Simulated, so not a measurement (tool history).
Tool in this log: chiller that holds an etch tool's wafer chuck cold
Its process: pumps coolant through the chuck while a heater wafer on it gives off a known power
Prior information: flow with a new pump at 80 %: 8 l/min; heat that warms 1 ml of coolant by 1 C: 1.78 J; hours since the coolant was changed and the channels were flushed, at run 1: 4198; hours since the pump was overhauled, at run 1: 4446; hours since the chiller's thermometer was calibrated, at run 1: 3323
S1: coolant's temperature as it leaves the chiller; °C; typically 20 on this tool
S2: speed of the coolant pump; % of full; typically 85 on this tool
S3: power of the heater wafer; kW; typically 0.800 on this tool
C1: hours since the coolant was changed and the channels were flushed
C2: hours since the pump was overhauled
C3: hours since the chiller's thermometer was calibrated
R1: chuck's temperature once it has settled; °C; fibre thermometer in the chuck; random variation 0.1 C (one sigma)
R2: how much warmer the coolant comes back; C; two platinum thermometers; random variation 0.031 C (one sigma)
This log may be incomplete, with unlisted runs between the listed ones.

run,day,S1,S2,S3,C1,C2,C3,R1,R2
1,0.000,20,85,0.800,4198,4446,3323,29.2,3.48
2,2.067,20,85,0.800,4247,4496,3373,29.3,3.47
3,6.892,20,85,0.800,4363,4612,3488,29.2,3.54
4,10.808,20,85,0.800,4457,4706,3582,29.3,3.60
# day 11.871: coolant changed, channels flushed
5,15.592,20,85,0.526,89,4815,3691,25.8,2.31
6,18.950,20,85,0.526,170,4895,3772,25.8,2.36
7,21.471,20,85,0.526,230,4956,3832,25.8,2.35
8,24.158,20,85,0.526,295,5020,3897,25.8,2.39
9,28.842,20,85,0.526,407,5133,4009,25.9,2.36
10,31.821,20,85,0.526,479,5204,4081,26.0,2.39
# day 32.229: chiller's thermometer calibrated
11,33.908,20,85,0.526,528,5253,40,26.4,2.34
12,37.875,20,85,0.526,623,5348,135,26.5,2.33
13,42.054,20,85,0.526,723,5449,236,26.4,2.28
14,44.929,23,85,0.860,792,5518,305,32.8,3.87
15,49.546,23,99,0.570,903,5629,416,29.2,2.22
16,53.679,23,99,0.570,1002,5728,515,29.2,2.20
17,56.996,16,80,1.129,1082,5807,594,29.2,5.40
# day 57.754: chiller's thermometer calibrated, once more
18,60.521,16,80,1.129,1166,5891,66,28.1,5.45
19,65.467,16,86,0.546,1284,6010,185,21.5,2.50
20,69.283,24,90,0.412,1376,6101,277,28.0,1.78

Hidden state or all else? Some run-to-run changes of R1, split into what the settings, what came in and random variation would give without the hidden state, and what is left for the hidden state (with any gauge scatter that isn't in both results):
The hidden state here: heat passed by the chuck's channels, % of clean ones'; flow at a given pump speed, % of a new pump's; coolant's true temperature over the reading, C; drift of the gauge itself on chuck_c, C; drift of the gauge itself on warmer_back_c, C.
Run 4 -> 5: S3 0.800 -> 0.526, coolant changed, channels flushed. R1 -3.5 °C: hidden state -1.1, all else -2.4.
Run 17 -> 18: chiller's thermometer calibrated, once more. R1 -1.1 °C: hidden state -1.3, all else +0.2.
Run 18 -> 19: S2 80 -> 86, S3 1.129 -> 0.546. R1 -6.6 °C: hidden state -0.9, all else -5.7.
Run 19 -> 20: S1 16 -> 24, S2 86 -> 90, S3 0.546 -> 0.412. R1 +6.5 °C: hidden state -0.2, all else +6.7.
